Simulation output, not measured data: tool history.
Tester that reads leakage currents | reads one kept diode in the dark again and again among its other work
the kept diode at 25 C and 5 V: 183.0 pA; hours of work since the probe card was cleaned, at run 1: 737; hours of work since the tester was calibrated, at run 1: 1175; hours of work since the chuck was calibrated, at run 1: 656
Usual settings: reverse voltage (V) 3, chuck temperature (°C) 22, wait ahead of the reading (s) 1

run,hour,reverse voltage (V),chuck temperature (°C),wait ahead of the reading (s),hours of work since the probe card was cleaned,hours of work since the tester was calibrated,hours of work since the chuck was calibrated,current that the tester gives (pA)
1,0,3,22,1,737,1175,656,109.8
2,40.2,3,22,1,767,1204,686,110.72
3,70,3,22,1,789,1226,708,110.46
4,98.2,3,22,0.7,810,1247,728,109.96
5,122.8,3,22,8.44,828,1265,746,109.52
6,147.7,3,59,8.44,846,1283,765,1296.73
7,165.1,3,22,1,859,1296,777,110.35
8,188.1,3,31,1,876,1313,794,212.65
9,224.1,3,47,1,902,1340,821,618.73
10,258.7,3,47,1,928,1365,846,617.08
11,276.6,3,22,2.24,941,1378,859,109.97
12,304.6,3,22,1,961,1399,880,110.22
13,342.4,3,22,1,989,1426,908,110.75
14,370.7,3,22,1,1010,1447,928,110.12
# hour 401.2: probe card cleaned and baked
15,406.6,3,22,1,4,1471,953,110.88
16,446.4,3,22,1,33,1501,982,110.33
17,474.7,3,22,1,54,1521,1003,110.27
18,506.3,3,22,1,77,1545,1026,110.61
19,541.3,3,22,1,103,1570,1052,110.87
20,573.6,3,22,5.9,127,1594,1075,109.63
21,614.4,3.05,22,1.9,157,1624,1105,110.54
22,641.1,3,40,1,176,1644,1125,394.21
23,658.1,3,40,1,189,1656,1138,393.53
24,698.8,17.39,32,0.85,219,1686,1168,623.45
25,723.3,17.39,39,0.37,237,1704,1185,1012.8
26,757.5,17.39,39,2.48,262,1729,1211,1000.04
27,779.4,9.65,22,3.51,278,1745,1227,214.72
28,817.6,3,41,0.5,306,1774,1255,422.76
29,847.5,3,41,6.65,328,1796,1277,418.75
30,866.9,3,41,6.65,342,1810,1291,421.08
31,890.5,3,41,6.65,360,1827,1308,421.32
32,917.9,3,41,6.65,380,1847,1329,418.22
33,951.6,9.12,26,7.5,405,1872,1353,277.75
34,969.7,3,38,0.44,418,1885,1367,345.36
35,1008.1,13.64,22,3.12,446,1914,1395,262.59
36,1040.6,9.37,60,0.49,470,1937,1419,2630.35
37,1071.4,19.56,55,1,493,1960,1441,2973.71
38,1097.9,1.11,24,0.43,512,1980,1461,72.92
39,1129.2,1.11,41,8.34,535,2003,1484,238.53

4 ways to go on from here, each from the tool as it stands after run 39. What would each give?
A,1146.1,6.04,38,6.63,548,2015,1496,?
B,1146.1,16.65,41,8.34,548,2015,1496,?
C,1146.1,3,22,1.91,548,2015,1496,?
D,1146.1,3,50,0.36,548,2015,1496,?

run,current that the tester gives (pA)
A,512.42
B,1113.43
C,109.9
D,748.21
Without the tool's hidden state the same runs would have given:
run,current that the tester gives (pA)
A,511.94
B,1112.39
C,109.78
D,747.57
